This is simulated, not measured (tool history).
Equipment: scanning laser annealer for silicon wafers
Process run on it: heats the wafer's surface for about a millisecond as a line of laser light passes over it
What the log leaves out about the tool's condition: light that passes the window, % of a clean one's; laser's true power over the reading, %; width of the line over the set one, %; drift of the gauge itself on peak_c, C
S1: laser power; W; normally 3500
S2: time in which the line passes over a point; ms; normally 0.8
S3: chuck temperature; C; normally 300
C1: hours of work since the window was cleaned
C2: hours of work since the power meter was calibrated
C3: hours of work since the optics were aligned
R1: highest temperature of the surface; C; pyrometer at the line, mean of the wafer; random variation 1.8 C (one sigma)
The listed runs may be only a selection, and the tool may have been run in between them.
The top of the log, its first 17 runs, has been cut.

run	hour	S1	S2	S3	C1	C2	C3	R1
18	158.7	3500	0.686	300	74	265	900	997
19	167.5	3500	0.686	300	78	269	904	1002
20	178.4	3500	0.606	276	84	274	909	928
21	186.7	3500	0.606	276	88	278	913	928
22	192.2	3500	0.587	324	90	281	916	961
23	200.6	3239	0.8	340	94	285	920	1049
24	212.8	3239	0.8	340	100	291	926	1047
25	220.5	3319	0.927	311	104	295	930	1105
26	227	3666	0.572	309	107	298	933	967
27	236.3	3833	0.966	330	112	302	937	1274
28	241.7	3500	0.635	296	114	305	940	968
29	252.7	3504	0.635	270	120	310	945	943
30	262.9	3504	0.635	270	125	315	950	939
31	272.5	3504	0.635	270	129	320	955	936
32	280.3	3504	0.962	270	133	324	959	1127
33	290.1	3500	0.8	291	138	328	964	1062
34	297.2	3220	0.736	280	141	332	967	954
35	302.4	3220	0.736	280	144	334	970	953
36	308.9	3220	0.736	280	147	338	973	952
37	314.3	3293	0.57	286	150	340	975	881
38	321.8	3320	0.648	316	153	344	979	961

Consider 4 possible next runs. They are alternatives, not a sequence: every one starts from the tool as it was left by run 38. What does each give?
A	329.7	3549	0.8	292	157	348	983	?
B	329.7	3244	0.598	284	157	348	983	?
C	329.7	3424	0.924	308	157	348	983	?
D	329.7	3149	0.886	323	157	348	983	?

run	R1
A	1069
B	883
C	1125
D	1056
Take away the tool's hidden state, keep each run's random variation, and the runs would have read:
run	R1
A	1069
B	883
C	1125
D	1057
